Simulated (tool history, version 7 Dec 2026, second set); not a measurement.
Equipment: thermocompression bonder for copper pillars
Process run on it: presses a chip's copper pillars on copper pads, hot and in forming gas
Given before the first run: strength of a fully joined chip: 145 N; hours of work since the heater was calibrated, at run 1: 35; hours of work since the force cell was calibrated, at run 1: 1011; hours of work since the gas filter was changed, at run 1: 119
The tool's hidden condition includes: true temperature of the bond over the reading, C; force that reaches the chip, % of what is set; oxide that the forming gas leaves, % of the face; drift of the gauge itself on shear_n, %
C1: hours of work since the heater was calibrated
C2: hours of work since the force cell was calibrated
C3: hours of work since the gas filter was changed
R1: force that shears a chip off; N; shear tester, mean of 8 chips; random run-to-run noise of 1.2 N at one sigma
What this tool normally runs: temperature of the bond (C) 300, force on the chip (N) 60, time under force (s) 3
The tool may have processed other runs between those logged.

run 1 hour=0.0 | temperature_of_the_bond_(C)=300 force_on_the_chip_(N)=60 time_under_force_(s)=3 | C1=35 C2=1011 C3=119 | R1=102.3
run 2 hour=29.2 | temperature_of_the_bond_(C)=313 force_on_the_chip_(N)=60 time_under_force_(s)=3 | C1=49 C2=1025 C3=133 | R1=116.1
run 3 hour=78.6 | temperature_of_the_bond_(C)=313 force_on_the_chip_(N)=60 time_under_force_(s)=3 | C1=72 C2=1048 C3=156 | R1=113.1
run 4 hour=139.8 | temperature_of_the_bond_(C)=313 force_on_the_chip_(N)=60 time_under_force_(s)=3 | C1=100 C2=1077 C3=185 | R1=115.4
run 5 hour=200.1 | temperature_of_the_bond_(C)=321 force_on_the_chip_(N)=60 time_under_force_(s)=3 | C1=129 C2=1105 C3=213 | R1=117.9
run 6 hour=254.3 | temperature_of_the_bond_(C)=321 force_on_the_chip_(N)=60 time_under_force_(s)=3 | C1=154 C2=1130 C3=239 | R1=119.9
run 7 hour=310.6 | temperature_of_the_bond_(C)=321 force_on_the_chip_(N)=60 time_under_force_(s)=3 | C1=181 C2=1157 C3=265 | R1=118.3
run 8 hour=341.2 | temperature_of_the_bond_(C)=321 force_on_the_chip_(N)=60 time_under_force_(s)=3 | C1=195 C2=1171 C3=280 | R1=119.4
run 9 hour=401.5 | temperature_of_the_bond_(C)=321 force_on_the_chip_(N)=60 time_under_force_(s)=3 | C1=223 C2=1199 C3=308 | R1=116.4
run 10 hour=472.1 | temperature_of_the_bond_(C)=321 force_on_the_chip_(N)=60 time_under_force_(s)=3 | C1=256 C2=1233 C3=341 | R1=116.8
run 11 hour=542.3 | temperature_of_the_bond_(C)=280 force_on_the_chip_(N)=60 time_under_force_(s)=3 | C1=289 C2=1266 C3=374 | R1=78.9
run 12 hour=578.1 | temperature_of_the_bond_(C)=294 force_on_the_chip_(N)=60 time_under_force_(s)=3 | C1=306 C2=1282 C3=391 | R1=91.1
run 13 hour=640.3 | temperature_of_the_bond_(C)=278 force_on_the_chip_(N)=60 time_under_force_(s)=3 | C1=335 C2=1312 C3=420 | R1=75.3
run 14 hour=673.2 | temperature_of_the_bond_(C)=278 force_on_the_chip_(N)=60 time_under_force_(s)=3 | C1=351 C2=1327 C3=435 | R1=75.3
run 15 hour=708.1 | temperature_of_the_bond_(C)=327 force_on_the_chip_(N)=85 time_under_force_(s)=3 | C1=367 C2=1343 C3=452 | R1=126.8
-- hour=753.7 forming gas filter changed
run 16 hour=777.6 | temperature_of_the_bond_(C)=307 force_on_the_chip_(N)=47 time_under_force_(s)=4 | C1=400 C2=1376 C3=11 | R1=102.1
run 17 hour=831.3 | temperature_of_the_bond_(C)=307 force_on_the_chip_(N)=47 time_under_force_(s)=4 | C1=425 C2=1401 C3=36 | R1=100.1
run 18 hour=900.8 | temperature_of_the_bond_(C)=289 force_on_the_chip_(N)=47 time_under_force_(s)=2 | C1=457 C2=1434 C3=69 | R1=64.6
run 19 hour=953.8 | temperature_of_the_bond_(C)=289 force_on_the_chip_(N)=47 time_under_force_(s)=2 | C1=482 C2=1458 C3=94 | R1=64.5
run 20 hour=1011.4 | temperature_of_the_bond_(C)=277 force_on_the_chip_(N)=86 time_under_force_(s)=4 | C1=509 C2=1485 C3=121 | R1=98.9
run 21 hour=1057.1 | temperature_of_the_bond_(C)=277 force_on_the_chip_(N)=86 time_under_force_(s)=4 | C1=531 C2=1507 C3=142 | R1=97.8

Here are 3 independent what-if runs from the current tool condition. What would each one return?
-- hour=1111.5 force cell calibrated
run A hour=1117.3 | temperature_of_the_bond_(C)=316 force_on_the_chip_(N)=88 time_under_force_(s)=2 | C1=558 C2=3 C3=170 | R1=?
-- hour=1111.5 force cell calibrated
run B hour=1117.3 | temperature_of_the_bond_(C)=319 force_on_the_chip_(N)=60 time_under_force_(s)=6 | C1=558 C2=3 C3=170 | R1=?
-- hour=1111.5 force cell calibrated
run C hour=1117.3 | temperature_of_the_bond_(C)=293 force_on_the_chip_(N)=70 time_under_force_(s)=4 | C1=558 C2=3 C3=170 | R1=?

run=A R1=117.4
run=B R1=129.5
run=C R1=103.8
Without the tool's unlogged condition, the same runs would have read:
run=A R1=125.5
run=B R1=136.3
run=C R1=113.6

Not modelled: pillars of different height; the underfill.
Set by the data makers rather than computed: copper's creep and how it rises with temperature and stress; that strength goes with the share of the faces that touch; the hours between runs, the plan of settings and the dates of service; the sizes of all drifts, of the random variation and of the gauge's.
